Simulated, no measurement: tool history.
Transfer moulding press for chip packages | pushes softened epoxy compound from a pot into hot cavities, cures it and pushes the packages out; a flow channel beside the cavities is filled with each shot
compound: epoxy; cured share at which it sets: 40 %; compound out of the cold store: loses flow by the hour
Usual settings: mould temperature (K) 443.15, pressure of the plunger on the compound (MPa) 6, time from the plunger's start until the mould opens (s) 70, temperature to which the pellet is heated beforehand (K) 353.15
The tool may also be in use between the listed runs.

run	day	mould temperature (K)	pressure of the plunger on the compound (MPa)	time from the plunger's start until the mould opens (s)	temperature to which the pellet is heated beforehand (K)	incoming compound's hours out of the cold store	length that the compound runs in the flow channel (mm)	greatest force on the pins that push the packages out (N)
1	0	443.15	6	70	353.15	44.6	606	765
2	0.942	443.15	6	70	353.15	12.5	686	981
3	1.804	443.15	6	70	357.15	39.9	613	1004
4	2.333	443.15	6	70	357.15	15.2	673	1087
5	3.017	443.15	6	70	357.15	20.5	657	1146
6	3.583	443.15	6	70	353.15	9.5	687	1207
# day 3.962: cavities cleaned with cleaning compound and waxed
7	4.533	437.15	6	70	353.15	36.6	632	1028
8	5.525	443.15	6	70	353.15	40.6	603	932
9	6.462	443.15	6	70	353.15	22.1	647	1061
10	7.433	443.15	6	71	353.15	16	662	1115
11	8.162	443.15	6	71	353.15	16.9	655	1149
# day 8.583: cavities cleaned with cleaning compound and waxed
12	8.788	443.15	6	70	353.15	12.4	667	671
13	9.583	443.15	6	70	353.15	12.8	666	929
# day 10.096: plunger's sealing rings changed
14	10.371	443.15	6	70	353.15	18.4	669	1007
15	11.221	443.15	6	70	353.15	18.5	668	1082
16	12.071	443.15	6	70	363.15	29.2	635	1073
17	12.858	443.15	4.59	70	351.15	32.2	552	1145
# day 13.308: cavities cleaned with cleaning compound and waxed
18	13.858	443.15	5.26	61	349.15	43.9	565	957
19	14.338	443.15	6	70	360.15	41.1	607	814
20	15.308	443.15	6	70	360.15	8.5	683	1043
21	15.938	443.15	5.46	54	353.15	26.7	610	1976
22	16.538	435.15	5.49	76	352.15	9.5	672	1565
23	17.196	450.15	4.79	70	353.15	36.1	532	959
24	17.733	439.15	6.77	70	353.15	27.1	683	1387
# day 17.942: cavities cleaned with cleaning compound and waxed
25	18.529	444.15	7.39	73	345.15	19.9	719	680

Forecast run 26:
26	19.421	443.15	5.06	72	353.15	28.3	?	?

length that the compound runs in the flow channel (mm): 577
greatest force on the pins that push the packages out (N): 896
Without the tool's hidden state the same run would have given length that the compound runs in the flow channel (mm) 597, greatest force on the pins that push the packages out (N) 532.
